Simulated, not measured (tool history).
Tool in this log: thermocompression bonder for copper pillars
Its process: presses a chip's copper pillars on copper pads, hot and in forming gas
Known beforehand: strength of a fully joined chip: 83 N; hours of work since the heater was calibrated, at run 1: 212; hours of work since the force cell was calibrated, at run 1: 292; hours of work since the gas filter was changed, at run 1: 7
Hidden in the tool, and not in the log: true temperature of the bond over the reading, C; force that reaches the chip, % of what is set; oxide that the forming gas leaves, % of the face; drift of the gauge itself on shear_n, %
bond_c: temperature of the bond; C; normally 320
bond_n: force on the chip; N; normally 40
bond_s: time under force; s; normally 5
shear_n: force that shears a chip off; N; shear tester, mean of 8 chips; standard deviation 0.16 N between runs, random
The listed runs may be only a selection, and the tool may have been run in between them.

run,hour,bond_c,bond_n,bond_s,hours of work since the heater was calibrated,hours of work since the force cell was calibrated,hours of work since the gas filter was changed,shear_n
1,0.0,320,40,5,212,292,7,36.5
2,12.5,320,40,5,217,297,13,36.6
3,21.1,350,40,5,221,300,16,45.2
4,31.6,350,40,5,225,305,21,45.1
5,43.7,350,40,5,230,310,26,45.2
6,54.8,350,40,5,235,314,30,45.2
7,60.6,350,40,5,237,317,33,45.2
8,69.2,320,40,3,241,320,36,30.6
9,81.6,320,40,3,246,326,41,30.2
10,87.5,320,40,3,249,328,44,30.1
11,97.3,320,40,3,253,332,48,30.0
12,107.5,320,40,3,257,336,52,30.3
13,120.5,320,40,5,262,342,57,36.4
14,132.2,333,40,5,267,347,62,40.5
15,142.9,320,40,6,271,351,67,39.2
16,156.8,316,40,5,277,357,72,35.6
17,163.3,316,40,5,280,359,75,35.6
18,174.7,294,24,8,285,364,80,21.8
19,183.9,341,46,12,288,368,84,60.3
20,196.2,320,49,14,294,373,89,58.4
21,209.1,322,40,10,299,378,94,47.1
22,223.2,322,40,10,305,384,100,46.9
23,232.7,338,40,6,309,388,104,44.1
24,243.3,320,24,5,313,393,108,22.7
25,252.5,322,25,5,317,397,112,24.2
26,260.3,311,25,4,320,400,115,19.9
27,268.1,346,53,4,323,403,119,49.7
28,281.1,324,27,6,329,408,124,28.5
29,290.2,348,27,6,333,412,128,34.4

4 ways to go on from here, each from the tool as it stands after run 29. What would each give?
A,298.2,335,27,11,336,415,131,?
B,298.2,314,40,3,336,415,131,?
C,298.2,310,24,9,336,415,131,?
D,298.2,320,36,5,336,415,131,?

run,shear_n
A,39.1
B,28.5
C,26.5
D,33.4
Without the tool's unlogged condition, the same runs would have read:
run,shear_n
A,39.7
B,28.8
C,26.7
D,33.8
